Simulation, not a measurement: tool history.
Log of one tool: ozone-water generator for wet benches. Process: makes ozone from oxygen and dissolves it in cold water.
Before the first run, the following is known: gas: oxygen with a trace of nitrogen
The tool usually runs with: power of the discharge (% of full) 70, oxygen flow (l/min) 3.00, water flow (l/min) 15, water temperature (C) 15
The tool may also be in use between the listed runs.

run,hour,power of the discharge (% of full),oxygen flow (l/min),water flow (l/min),water temperature (C),dissolved ozone (ppm),ozone in the gas ahead of the water (g/m3)
1,0.0,70,3.00,15,15,24.9,270.5
2,90.9,80,3.00,15,15,27.8,298.9
3,147.4,70,3.00,15,15,24.7,270.9
4,199.9,70,3.00,15,15,24.7,273.8
5,297.6,70,3.00,10,15,35.3,268.8
6,366.1,75,3.00,15,15,25.9,285.8
# hour 379.3: contactor cleaned
7,468.9,44,3.00,15,15,16.9,188.3
# hour 535.4: contactor cleaned, once more
8,552.1,70,3.00,22,15,16.8,268.5
9,612.0,88,1.92,10,8,44.7,408.1
10,655.4,70,2.12,15,15,23.8,323.8
11,753.1,70,2.03,11,10,33.7,330.0
12,802.5,41,2.03,11,15,21.4,222.4
13,860.8,74,1.73,10,16,35.3,377.5

4 ways to go on from here, each from the tool as it stands after run 13. What would each give?
A,930.9,40,3.00,15,15,?,?
B,930.9,70,3.00,20,15,?,?
C,930.9,74,2.43,18,15,?,?
D,930.9,92,3.00,15,17,?,?

run,dissolved ozone (ppm),ozone in the gas ahead of the water (g/m3)
A,16.2,173.8
B,18.2,266.8
C,20.5,310.2
D,29.2,325.6
Without the tool's hidden state the same runs would have given:
run,dissolved ozone (ppm),ozone in the gas ahead of the water (g/m3)
A,16.8,178.2
B,19.3,278.8
C,21.8,324.9
D,31.2,343.4
